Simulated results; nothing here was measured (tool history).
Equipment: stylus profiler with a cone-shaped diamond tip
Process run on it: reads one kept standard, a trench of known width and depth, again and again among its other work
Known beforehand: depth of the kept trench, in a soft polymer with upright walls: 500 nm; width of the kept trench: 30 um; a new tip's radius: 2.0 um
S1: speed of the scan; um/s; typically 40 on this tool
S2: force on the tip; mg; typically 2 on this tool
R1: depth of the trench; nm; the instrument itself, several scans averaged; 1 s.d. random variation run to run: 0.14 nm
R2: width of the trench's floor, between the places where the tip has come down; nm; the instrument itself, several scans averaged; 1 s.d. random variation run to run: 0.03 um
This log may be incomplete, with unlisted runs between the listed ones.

run 1 hour=0 | S1=40 S2=2 | R1=503.31 R2=27190
run 2 hour=21.2 | S1=40 S2=2 | R1=502.97 R2=27160
run 3 hour=57.9 | S1=40 S2=2 | R1=503 R2=27200
run 4 hour=74.6 | S1=40 S2=2 | R1=503 R2=27140
run 5 hour=94 | S1=40 S2=2 | R1=502.89 R2=27190
run 6 hour=126 | S1=40 S2=2 | R1=502.99 R2=27140
run 7 hour=161.2 | S1=40 S2=2 | R1=503.05 R2=27210
run 8 hour=194.6 | S1=40 S2=1.57 | R1=502.58 R2=27210
run 9 hour=222.6 | S1=40 S2=1.57 | R1=502.38 R2=27090
run 10 hour=250.8 | S1=40 S2=1.57 | R1=502.08 R2=27120
run 11 hour=266.2 | S1=40 S2=3.89 | R1=504.22 R2=27150
run 12 hour=302.1 | S1=40 S2=2 | R1=502.69 R2=27090
run 13 hour=335 | S1=40 S2=2 | R1=502.88 R2=27070
run 14 hour=364.1 | S1=24 S2=2 | R1=502.41 R2=27090
run 15 hour=393.4 | S1=34 S2=2 | R1=502.65 R2=27060
run 16 hour=426.8 | S1=40 S2=2 | R1=502.78 R2=26990
run 17 hour=461 | S1=40 S2=2.51 | R1=503.15 R2=27000
run 18 hour=482.8 | S1=40 S2=2.51 | R1=502.87 R2=27070
run 19 hour=512.4 | S1=40 S2=2.51 | R1=503.03 R2=27010
run 20 hour=531 | S1=40 S2=5.72 | R1=505.72 R2=27070
run 21 hour=549.4 | S1=40 S2=2 | R1=502.58 R2=27010
run 22 hour=580.2 | S1=40 S2=2 | R1=502.51 R2=26980
run 23 hour=607.9 | S1=40 S2=2 | R1=502.51 R2=27000
run 24 hour=629 | S1=40 S2=2 | R1=502.45 R2=26940
run 25 hour=647.9 | S1=40 S2=2 | R1=502.59 R2=27020
run 26 hour=676.9 | S1=14 S2=3.43 | R1=503.68 R2=27050
run 27 hour=696.6 | S1=14 S2=3.43 | R1=503.82 R2=27040
run 28 hour=723.4 | S1=11 S2=4.37 | R1=504.42 R2=27010
run 29 hour=754.5 | S1=24 S2=4.23 | R1=504.41 R2=26970
run 30 hour=790.7 | S1=46 S2=1.02 | R1=501.54 R2=26870
run 31 hour=813 | S1=53 S2=0.71 | R1=500.88 R2=26770
run 32 hour=843.9 | S1=27 S2=0.92 | R1=501.22 R2=26900
run 33 hour=863.5 | S1=27 S2=0.92 | R1=501.15 R2=26870
run 34 hour=892.4 | S1=27 S2=0.92 | R1=501.37 R2=26890
run 35 hour=912.3 | S1=18 S2=2 | R1=501.99 R2=26940
run 36 hour=938.3 | S1=13 S2=0.92 | R1=500.9 R2=26910
run 37 hour=961.4 | S1=123 S2=2.87 | R1=503.02 R2=26690
run 38 hour=993.9 | S1=123 S2=2.87 | R1=502.98 R2=26680
run 39 hour=1028.3 | S1=110 S2=2 | R1=502.2 R2=26690
run 40 hour=1053.3 | S1=43 S2=1.11 | R1=501.15 R2=26800
run 41 hour=1071.1 | S1=35 S2=1.04 | R1=501.14 R2=26800
run 42 hour=1109 | S1=146 S2=2.25 | R1=502.81 R2=26490
run 43 hour=1137.9 | S1=40 S2=1.16 | R1=501.39 R2=26760
run 44 hour=1156.7 | S1=40 S2=1.16 | R1=501.22 R2=26740
run 45 hour=1192.5 | S1=94 S2=1.04 | R1=500.99 R2=26560
run 46 hour=1219.4 | S1=16 S2=1.83 | R1=501.96 R2=26830
run 47 hour=1238.3 | S1=11 S2=5.29 | R1=504.85 R2=26860
run 48 hour=1257.2 | S1=11 S2=5.29 | R1=505 R2=26870

Some steps in R1 between neighbouring runs. How much of each would the tool show without its hidden state too (settings, what came in, random variation), and how much is left for the hidden state, with any gauge scatter that isn't in both results?
What the log doesn't record here: radius of the tip, um; height scale over the true one, %; drift of the gauge itself on depth_nm, %; drift of the gauge itself on floor_um, %.
Run 2 -> 3: no setting changed, nothing entered. R1 +0.03 nm: hidden state -0.03, all else +0.06.
Run 5 -> 6: no setting changed, nothing entered. R1 +0.1 nm: hidden state -0.03, all else +0.13.
Run 20 -> 21: S2 5.72 -> 2. R1 -3.14 nm: hidden state -0.01, all else -3.13.
Run 29 -> 30: S1 24 -> 46, S2 4.23 -> 1.02. R1 -2.87 nm: hidden state -0.03, all else -2.84.
Run 44 -> 45: S1 40 -> 94, S2 1.16 -> 1.04. R1 -0.23 nm: hidden state -0.04, all else -0.19.
Run 46 -> 47: S1 16 -> 11, S2 1.83 -> 5.29. R1 +2.89 nm: hidden state -0.02, all else +2.91.

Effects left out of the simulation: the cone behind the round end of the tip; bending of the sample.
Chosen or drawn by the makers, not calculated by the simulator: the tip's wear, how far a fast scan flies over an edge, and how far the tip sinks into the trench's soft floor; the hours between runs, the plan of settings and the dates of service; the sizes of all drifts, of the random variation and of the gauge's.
